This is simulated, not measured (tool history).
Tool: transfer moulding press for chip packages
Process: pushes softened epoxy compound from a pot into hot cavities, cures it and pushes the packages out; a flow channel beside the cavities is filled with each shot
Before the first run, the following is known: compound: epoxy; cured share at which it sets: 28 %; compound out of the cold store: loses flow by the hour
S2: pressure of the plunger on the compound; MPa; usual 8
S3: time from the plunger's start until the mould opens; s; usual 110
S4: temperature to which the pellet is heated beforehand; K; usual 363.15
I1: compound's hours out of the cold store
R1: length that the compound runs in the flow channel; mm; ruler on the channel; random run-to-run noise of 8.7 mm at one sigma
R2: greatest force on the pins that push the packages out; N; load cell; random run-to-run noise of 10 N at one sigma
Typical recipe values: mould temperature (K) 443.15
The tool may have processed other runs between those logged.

run 1 day=0 | mould_temperature_(K)=443.15 S2=8 S3=110 S4=363.15 | I1=45.7 | R1=712 R2=746
-- day=0.246 cavities cleaned with cleaning compound and waxed
run 2 day=2.533 | mould_temperature_(K)=439.15 S2=8 S3=110 S4=363.15 | I1=15.5 | R1=901 R2=826
run 3 day=4.108 | mould_temperature_(K)=439.15 S2=8 S3=110 S4=363.15 | I1=35.1 | R1=757 R2=853
-- day=5.346 cavities cleaned with cleaning compound and waxed
run 4 day=5.346 | mould_temperature_(K)=443.15 S2=8 S3=110 S4=363.15 | I1=21.6 | R1=832 R2=513
run 5 day=6.858 | mould_temperature_(K)=443.15 S2=8 S3=110 S4=363.15 | I1=20.1 | R1=836 R2=654
-- day=7.162 plunger's sealing rings changed
run 6 day=8.946 | mould_temperature_(K)=443.15 S2=8 S3=110 S4=363.15 | I1=41.9 | R1=791 R2=715
run 7 day=10.146 | mould_temperature_(K)=443.15 S2=8 S3=110 S4=363.15 | I1=42.1 | R1=793 R2=766
-- day=10.558 cavities cleaned with cleaning compound and waxed
run 8 day=12.346 | mould_temperature_(K)=443.15 S2=8.37 S3=110 S4=363.15 | I1=8.8 | R1=1043 R2=678
run 9 day=14.7 | mould_temperature_(K)=443.15 S2=8.37 S3=110 S4=363.15 | I1=44.5 | R1=777 R2=757
-- day=15.729 cavities cleaned with cleaning compound and waxed
run 10 day=16.758 | mould_temperature_(K)=443.15 S2=8 S3=123 S4=363.15 | I1=19.7 | R1=912 R2=555
run 11 day=17.804 | mould_temperature_(K)=443.15 S2=8 S3=123 S4=363.15 | I1=47.5 | R1=729 R2=630
-- day=19.217 mould's thermocouples calibrated
run 12 day=20.042 | mould_temperature_(K)=443.15 S2=8 S3=110 S4=359.15 | I1=33.3 | R1=810 R2=755
-- day=21.017 cavities cleaned with cleaning compound and waxed
run 13 day=22.317 | mould_temperature_(K)=443.15 S2=8 S3=110 S4=363.15 | I1=9.2 | R1=977 R2=648
run 14 day=23.55 | mould_temperature_(K)=440.15 S2=9.83 S3=110 S4=365.15 | I1=29.5 | R1=930 R2=812
-- day=26.146 cavities cleaned with cleaning compound and waxed
run 15 day=26.146 | mould_temperature_(K)=440.15 S2=9.83 S3=110 S4=365.15 | I1=35.7 | R1=878 R2=546

Run 16 comes next. What will it give?
run 16 day=28.125 | mould_temperature_(K)=443.15 S2=7.92 S3=110 S4=361.15 | I1=29.6 | R1=? R2=?

Run 16 produced R1 811 mm, R2 680 N.
Without the tool's hidden state the same run would have given R1 862 mm, R2 466 N.
